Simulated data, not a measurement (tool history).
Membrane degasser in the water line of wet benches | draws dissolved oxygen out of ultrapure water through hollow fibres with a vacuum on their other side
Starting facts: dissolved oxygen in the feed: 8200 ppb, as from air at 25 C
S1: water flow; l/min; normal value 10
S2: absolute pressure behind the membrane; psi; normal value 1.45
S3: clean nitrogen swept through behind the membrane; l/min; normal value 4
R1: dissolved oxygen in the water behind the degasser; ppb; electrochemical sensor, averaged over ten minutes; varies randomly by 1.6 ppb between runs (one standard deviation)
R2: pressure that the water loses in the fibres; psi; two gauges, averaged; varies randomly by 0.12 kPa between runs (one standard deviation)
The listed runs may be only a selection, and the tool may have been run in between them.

{"run": 1, "hour": 0.0, "S1": 10, "S2": 1.45, "S3": 4, "R1": 179, "R2": 4.419}
{"run": 2, "hour": 222.7, "S1": 10, "S2": 1.45, "S3": 4, "R1": 184.4, "R2": 4.395}
{"run": 3, "hour": 437.6, "S1": 10, "S2": 1.45, "S3": 4, "R1": 183.9, "R2": 4.408}
{"run": 4, "hour": 643.5, "S1": 12, "S2": 1.45, "S3": 4, "R1": 286.1, "R2": 5.294}
{"run": 5, "hour": 921.6, "S1": 12, "S2": 1.45, "S3": 4, "R1": 289.2, "R2": 5.304}
{"run": 6, "hour": 1083.2, "S1": 12, "S2": 1.45, "S3": 4, "R1": 289.7, "R2": 5.295}
{"run": 7, "hour": 1287.8, "S1": 9, "S2": 2.23, "S3": 3.39, "R1": 184.4, "R2": 4.016}
{"run": 8, "hour": 1548.4, "S1": 10, "S2": 1.33, "S3": 2.96, "R1": 197.2, "R2": 4.476}
{"run": 9, "hour": 1763.1, "S1": 10, "S2": 1.33, "S3": 2.96, "R1": 202.7, "R2": 4.49}
{"run": 10, "hour": 1895.5, "S1": 15, "S2": 1.45, "S3": 7.85, "R1": 452.1, "R2": 6.728}
{"run": 11, "hour": 2135.9, "S1": 15, "S2": 2.94, "S3": 3.95, "R1": 569.1, "R2": 6.754}
{"run": 12, "hour": 2352.7, "S1": 15, "S2": 2.94, "S3": 3.95, "R1": 571.1, "R2": 6.766}

The logged runs with the hidden state left out (each run's random variation unchanged):
Unlogged tool condition in this case: membrane still open, %; true pressure behind the membrane over the reading, kPa; air that leaks in behind the membrane, l/min; drift of the gauge itself on oxygen_ppb, %; drift of the gauge itself on loss_of_pressure_kpa, %.
run=1 R1=154.3 R2=4.221
run=2 R1=157.6 R2=4.184
run=3 R1=155.8 R2=4.19
run=4 R1=243.4 R2=5.02
run=5 R1=244 R2=5.017
run=6 R1=243.1 R2=4.999
run=7 R1=157.3 R2=3.787
run=8 R1=161.4 R2=4.209
run=9 R1=164.5 R2=4.215
run=10 R1=374.7 R2=6.306
run=11 R1=487.2 R2=6.315
run=12 R1=486.3 R2=6.313

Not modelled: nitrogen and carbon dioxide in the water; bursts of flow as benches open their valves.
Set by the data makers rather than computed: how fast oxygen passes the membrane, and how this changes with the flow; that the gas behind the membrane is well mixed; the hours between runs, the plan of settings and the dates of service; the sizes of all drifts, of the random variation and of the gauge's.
